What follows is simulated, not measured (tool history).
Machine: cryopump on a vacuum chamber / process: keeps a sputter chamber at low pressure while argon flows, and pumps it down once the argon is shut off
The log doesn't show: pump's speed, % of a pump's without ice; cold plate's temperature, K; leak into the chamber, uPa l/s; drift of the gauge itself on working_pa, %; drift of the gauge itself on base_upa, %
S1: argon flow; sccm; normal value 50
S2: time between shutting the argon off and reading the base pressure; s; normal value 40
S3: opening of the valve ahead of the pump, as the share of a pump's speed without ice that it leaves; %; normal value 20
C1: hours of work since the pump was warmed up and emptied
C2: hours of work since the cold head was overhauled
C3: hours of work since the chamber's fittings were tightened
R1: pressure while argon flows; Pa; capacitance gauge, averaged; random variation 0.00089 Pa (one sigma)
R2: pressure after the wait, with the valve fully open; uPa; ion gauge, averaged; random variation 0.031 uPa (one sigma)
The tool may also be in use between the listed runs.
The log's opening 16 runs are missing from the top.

{"run": 17, "day": 43.908, "S1": 50, "S2": 40, "S3": 20, "C1": 483, "C2": 1096, "C3": 201, "R1": 0.1975, "R2": 1.8}
{"run": 18, "day": 46.342, "S1": 50, "S2": 40, "S3": 39, "C1": 509, "C2": 1122, "C3": 226, "R1": 0.1092, "R2": 1.8}
{"run": 19, "day": 48.992, "S1": 94, "S2": 284, "S3": 20, "C1": 536, "C2": 1150, "C3": 254, "R1": 0.3756, "R2": 0.55}
{"day": 52.529, "done": "pump warmed up, emptied and cooled again"}
{"run": 20, "day": 52.562, "S1": 24, "S2": 121, "S3": 26, "C1": 0, "C2": 1185, "C3": 290, "R1": 0.0692, "R2": 0.7}
{"run": 21, "day": 55.954, "S1": 65, "S2": 40, "S3": 56, "C1": 36, "C2": 1221, "C3": 325, "R1": 0.0878, "R2": 1.72}
{"run": 22, "day": 57.742, "S1": 65, "S2": 40, "S3": 56, "C1": 55, "C2": 1240, "C3": 344, "R1": 0.088, "R2": 1.73}
{"run": 23, "day": 61.238, "S1": 29, "S2": 59, "S3": 56, "C1": 91, "C2": 1276, "C3": 381, "R1": 0.0396, "R2": 1.34}
{"run": 24, "day": 64.9, "S1": 58, "S2": 293, "S3": 22, "C1": 130, "C2": 1315, "C3": 419, "R1": 0.1973, "R2": 0.53}
{"run": 25, "day": 66.462, "S1": 23, "S2": 293, "S3": 25, "C1": 146, "C2": 1331, "C3": 436, "R1": 0.0696, "R2": 0.59}
{"run": 26, "day": 68.954, "S1": 60, "S2": 42, "S3": 55, "C1": 173, "C2": 1357, "C3": 462, "R1": 0.0853, "R2": 1.79}
{"run": 27, "day": 71.192, "S1": 76, "S2": 42, "S3": 44, "C1": 196, "C2": 1381, "C3": 485, "R1": 0.1346, "R2": 1.76}
{"run": 28, "day": 73.429, "S1": 90, "S2": 74, "S3": 28, "C1": 220, "C2": 1404, "C3": 509, "R1": 0.2459, "R2": 1.21}
{"run": 29, "day": 77.3, "S1": 50, "S2": 70, "S3": 21, "C1": 260, "C2": 1445, "C3": 550, "R1": 0.182, "R2": 1.3}
{"run": 30, "day": 79.846, "S1": 26, "S2": 22, "S3": 33, "C1": 287, "C2": 1472, "C3": 576, "R1": 0.0613, "R2": 3.08}
{"run": 31, "day": 82.321, "S1": 89, "S2": 32, "S3": 30, "C1": 313, "C2": 1498, "C3": 602, "R1": 0.232, "R2": 2.2}
{"run": 32, "day": 85.779, "S1": 89, "S2": 32, "S3": 30, "C1": 349, "C2": 1534, "C3": 639, "R1": 0.2324, "R2": 2.32}
{"run": 33, "day": 88.85, "S1": 38, "S2": 40, "S3": 20, "C1": 382, "C2": 1566, "C3": 671, "R1": 0.1487, "R2": 1.86}
{"run": 34, "day": 91.754, "S1": 50, "S2": 43, "S3": 38, "C1": 412, "C2": 1597, "C3": 701, "R1": 0.1081, "R2": 1.91}

Below are 4 alternative next runs, each starting from the tool's condition after run 34. Predict each:
{"run": "A", "day": 93.933, "S1": 46, "S2": 40, "S3": 22, "C1": 435, "C2": 1620, "C3": 724, "R1": "?", "R2": "?"}
{"run": "B", "day": 93.933, "S1": 50, "S2": 286, "S3": 49, "C1": 435, "C2": 1620, "C3": 724, "R1": "?", "R2": "?"}
{"run": "C", "day": 93.933, "S1": 75, "S2": 31, "S3": 38, "C1": 435, "C2": 1620, "C3": 724, "R1": "?", "R2": "?"}
{"run": "D", "day": 93.933, "S1": 39, "S2": 31, "S3": 33, "C1": 435, "C2": 1620, "C3": 724, "R1": "?", "R2": "?"}

run=A R1=0.1650 R2=2.02
run=B R1=0.0878 R2=0.72
run=C R1=0.1632 R2=2.35
run=D R1=0.0954 R2=2.44
Take away the tool's hidden state, keep each run's random variation, and the runs would have read:
run=A R1=0.1542 R2=1.66
run=B R1=0.0760 R2=0.35
run=C R1=0.1457 R2=1.99
run=D R1=0.0863 R2=2.07
